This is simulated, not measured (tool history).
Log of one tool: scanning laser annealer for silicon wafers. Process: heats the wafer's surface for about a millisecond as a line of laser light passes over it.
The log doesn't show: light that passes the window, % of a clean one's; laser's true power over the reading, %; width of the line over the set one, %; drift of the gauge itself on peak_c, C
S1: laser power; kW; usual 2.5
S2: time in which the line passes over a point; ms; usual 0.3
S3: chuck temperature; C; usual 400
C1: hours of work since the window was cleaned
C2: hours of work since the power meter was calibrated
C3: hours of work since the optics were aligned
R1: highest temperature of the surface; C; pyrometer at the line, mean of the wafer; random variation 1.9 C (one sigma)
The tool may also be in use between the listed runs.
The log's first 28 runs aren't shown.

Run 29, hour 1272.6: usual settings but S1 2.549 kW, S2 0.294 ms, S3 406 C; C1 180; C2 839; C3 332. Result: R1 1139 C.
Run 30, hour 1296.9: usual settings but S1 2.253 kW, S2 0.332 ms, S3 430 C; C1 193; C2 852; C3 345. Result: R1 1111 C.
Run 31, hour 1342.5: usual settings but S1 2.253 kW, S2 0.332 ms, S3 388 C; C1 218; C2 877; C3 370. Result: R1 1071 C.
Run 32, hour 1380.3: usual settings but S1 2.489 kW, S2 0.268 ms, S3 388 C; C1 239; C2 898; C3 391. Result: R1 1071 C.
Run 33, hour 1417.2: usual settings but S1 2.489 kW, S2 0.268 ms, S3 384 C; C1 259; C2 918; C3 411. Result: R1 1070 C.
Run 34, hour 1469.6: usual settings but S1 2.56 kW, S3 381 C; C1 288; C2 947; C3 440. Result: R1 1122 C.
Run 35, hour 1504.3: usual settings but S1 2.547 kW, S2 0.212 ms; C1 307; C2 966; C3 459. Result: R1 1030 C.
Run 36, hour 1538.8: usual settings but S1 2.24 kW, S2 0.214 ms, S3 414 C; C1 326; C2 985; C3 478. Result: R1 967 C.
Run 37, hour 1579.8: usual settings but S1 2.613 kW, S2 0.349 ms, S3 414 C; C1 348; C2 1007; C3 500. Result: R1 1223 C.
Run 38, hour 1629.2: usual settings but S1 2.633 kW, S2 0.285 ms, S3 390 C; C1 375; C2 1034; C3 527. Result: R1 1135 C.
Run 39, hour 1655.7: usual settings but S1 2.519 kW, S2 0.249 ms, S3 369 C; C1 390; C2 1049; C3 542. Result: R1 1038 C.
Run 40, hour 1694.1: usual settings but S1 2.513 kW, S2 0.259 ms, S3 431 C; C1 411; C2 1070; C3 563. Result: R1 1112 C.
Run 41, hour 1722.5: usual settings but S1 2.737 kW, S2 0.338 ms, S3 417 C; C1 426; C2 1085; C3 578. Result: R1 1251 C.

4 ways to go on from here, each from the tool as it stands after run 41. What would each give?
Run A, hour 1771: usual settings but S1 2.282 kW, S2 0.21 ms, S3 417 C; C1 453; C2 1112; C3 605. Result: R1 ?.
Run B, hour 1771: usual settings but S1 2.737 kW, S2 0.338 ms, S3 428 C; C1 453; C2 1112; C3 605. Result: R1 ?.
Run C, hour 1771: usual settings but S1 2.684 kW, S2 0.338 ms, S3 364 C; C1 453; C2 1112; C3 605. Result: R1 ?.
Run D, hour 1771: usual settings but S1 2.676 kW, S2 0.338 ms, S3 429 C; C1 453; C2 1112; C3 605. Result: R1 ?.

run    R1
  A   978
  B  1263
  C  1184
  D  1248
Without the tool's hidden state the same runs would have given:
run    R1
  A   979
  B  1264
  C  1185
  D  1249

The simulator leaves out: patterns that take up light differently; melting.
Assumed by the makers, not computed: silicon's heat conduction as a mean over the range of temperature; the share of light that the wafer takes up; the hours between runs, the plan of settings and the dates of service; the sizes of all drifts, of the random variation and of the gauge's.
